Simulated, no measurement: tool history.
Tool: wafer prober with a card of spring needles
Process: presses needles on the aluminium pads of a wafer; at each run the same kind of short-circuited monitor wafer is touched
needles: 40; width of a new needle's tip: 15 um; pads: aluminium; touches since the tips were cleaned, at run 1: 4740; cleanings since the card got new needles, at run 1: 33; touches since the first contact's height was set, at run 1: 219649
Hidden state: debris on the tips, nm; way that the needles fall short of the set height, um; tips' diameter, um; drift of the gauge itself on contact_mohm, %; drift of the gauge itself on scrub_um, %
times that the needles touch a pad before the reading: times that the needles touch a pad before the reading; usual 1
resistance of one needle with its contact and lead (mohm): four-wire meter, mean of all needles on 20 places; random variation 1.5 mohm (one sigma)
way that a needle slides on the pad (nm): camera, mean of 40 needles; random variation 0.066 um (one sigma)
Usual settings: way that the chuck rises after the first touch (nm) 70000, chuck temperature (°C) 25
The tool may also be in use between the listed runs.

run   hour  way that the chuck rises after the first touch (nm)  chuck temperature (°C)  times that the needles touch a pad before the reading  touches since the tips were cleaned  cleanings since the card got new needles  touches since the first contact's height was set  resistance of one needle with its contact and lead (mohm)  way that a needle slides on the pad (nm)
  1      0                                                70000                      25                                                      1                                 4740                                        33                                            219649                                                        181                                     11200
       7.2  -- tips cleaned on abrasive film
  2   23.4                                                70000                      25                                                      1                                 3782                                        34                                            225096                                                        177                                     11190
      32.4  -- tips cleaned on abrasive film
      57.3  -- tips cleaned on abrasive film
  3   68.3                                                66000                      25                                                      1                                 2582                                        36                                            235530                                                        176                                     10380
      84.2  -- tips cleaned on abrasive film
      87.1  -- height of the first contact set anew
     111.5  -- tips cleaned on abrasive film
  4    113                                                66000                      25                                                      1                                  349                                        38                                              6018                                                        158                                     11090
     136.7  -- tips cleaned on abrasive film
  5  151.5                                                66000                      25                                                      1                                 3437                                        39                                             14979                                                        180                                     11100
     162.5  -- tips cleaned on abrasive film
     187.5  -- tips cleaned on abrasive film
  6  193.5                                                66000                      25                                                      1                                 1415                                        41                                             24750                                                        166                                     11170
     212.4  -- tips cleaned on abrasive film
  7  232.6                                                66000                      25                                                      1                                 4716                                        42                                             33843                                                        187                                     11010
       240  -- tips cleaned on abrasive film
     264.8  -- tips cleaned on abrasive film
  8  270.5                                                66000                      25                                                      1                                 1331                                        44                                             42658                                                        166                                     10970
     291.7  -- tips cleaned on abrasive film
  9  307.7                                                66000                      25                                                      1                                 3728                                        45                                             51312                                                        185                                     11010
     317.6  -- tips cleaned on abrasive film
 10  333.5                                                66000                      73                                                      1                                 3729                                        46                                             57313                                                        187                                     10940
     342.5  -- tips cleaned on abrasive film
 11  357.4                                                66000                      73                                                      1                                 3467                                        47                                             62860                                                        188                                     10940
     368.1  -- tips cleaned on abrasive film
 12  378.9                                                66000                      73                                                      1                                 2531                                        48                                             67857                                                        182                                     10910
     393.3  -- tips cleaned on abrasive film
 13  401.1                                                66000                      72                                                      1                                 1813                                        49                                             73012                                                        180                                     10790
       419  -- tips cleaned on abrasive film
       446  -- tips cleaned on abrasive film
 14    446                                                66000                      72                                                      1                                    0                                        51                                             83455                                                        165                                     10870
     472.7  -- tips cleaned on abrasive film
 15  472.7                                                70000                      34                                                      1                                    0                                        52                                             89656                                                        153                                     11550
     499.2  -- tips cleaned on abrasive film
 16  512.4                                                52000                      25                                                      1                                 3063                                        53                                             98893                                                        202                                      8470
     525.4  -- tips cleaned on abrasive film
 17  534.1                                                89000                      62                                                      3                                 2041                                        54                                            103951                                                        158                                     14540
     550.2  -- tips cleaned on abrasive film
 18  553.2                                                57000                      25                                                      2                                  698                                        55                                            108381                                                        164                                      9190
 19  573.8                                                57000                      86                                                      3                                 5514                                        55                                            113197                                                        181                                      9310
     576.7  -- tips cleaned on abrasive film
       604  -- tips cleaned on abrasive film
 20  614.7                                                61000                      25                                                      1                                 2482                                        57                                            122680                                                        179                                      9940
     630.3  -- tips cleaned on abrasive film
 21  644.4                                                66000                      79                                                      3                                 3300                                        58                                            129604                                                        174                                     10720
     655.7  -- tips cleaned on abrasive film
 22    680                                                70000                      26                                                      3                                 5658                                        59                                            137875                                                        163                                     11390
     682.1  -- tips cleaned on abrasive film
     707.7  -- tips cleaned on abrasive film
 23  713.6                                                52000                      26                                                      3                                 1372                                        61                                            145670                                                        168                                      8300
     733.7  -- tips cleaned on abrasive film
 24  747.7                                                57000                      28                                                      1                                 3259                                        62                                            153616                                                        195                                      9080
     759.1  -- tips cleaned on abrasive film
 25  775.8                                                75000                      43                                                      1                                 3908                                        63                                            160152                                                        178                                     12130
     784.6  -- tips cleaned on abrasive film
     811.5  -- tips cleaned on abrasive film
 26  818.8                                                52000                      34                                                      1                                 1722                                        65                                            170148                                                        195                                      8260
     838.3  -- tips cleaned on abrasive film
 27  853.9                                                52000                      38                                                      1                                 3646                                        66                                            178319                                                        220                                      8120
     864.7  -- tips cleaned on abrasive film
 28    875                                                70000                      82                                                      1                                 2396                                        67                                            183205                                                        184                                     11220
     891.9  -- tips cleaned on abrasive film
 29  908.9                                                70000                      39                                                      2                                 3977                                        68                                            191105                                                        171                                     11220
     919.6  -- tips cleaned on abrasive film
     945.3  -- tips cleaned on abrasive film
 30  945.3                                                70000                      39                                                      2                                    0                                        70                                            199562                                                        156                                     11200
     972.7  -- tips cleaned on abrasive film
 31  981.1                                                70000                      39                                                      2                                 1974                                        71                                            207890                                                        164                                     11220

Forecast each of these 5 alternatives for the next run:
        999  -- tips cleaned on abrasive film
  A  1023.2                                                83000                      47                                                      1                                 5636                                        72                                            217686                                                          ?                                         ?
        999  -- tips cleaned on abrasive film
  B  1023.2                                                53000                      89                                                      1                                 5636                                        72                                            217686                                                          ?                                         ?
        999  -- tips cleaned on abrasive film
  C  1023.2                                                70000                      87                                                      2                                 5636                                        72                                            217686                                                          ?                                         ?
        999  -- tips cleaned on abrasive film
  D  1023.2                                                55000                      54                                                      1                                 5636                                        72                                            217686                                                          ?                                         ?
        999  -- tips cleaned on abrasive film
  E  1023.2                                                70000                      94                                                      1                                 5636                                        72                                            217686                                                          ?                                         ?

run  resistance of one needle with its contact and lead (mohm)  way that a needle slides on the pad (nm)
  A                                                        181                                     13250
  B                                                        230                                      8210
  C                                                        184                                     11070
  D                                                        222                                      8620
  E                                                        199                                     11100
Without the tool's hidden state the same runs would have given:
run  resistance of one needle with its contact and lead (mohm)  way that a needle slides on the pad (nm)
  A                                                        150                                     13930
  B                                                        162                                      8880
  C                                                        158                                     11750
  D                                                        156                                      9290
  E                                                        159                                     11780
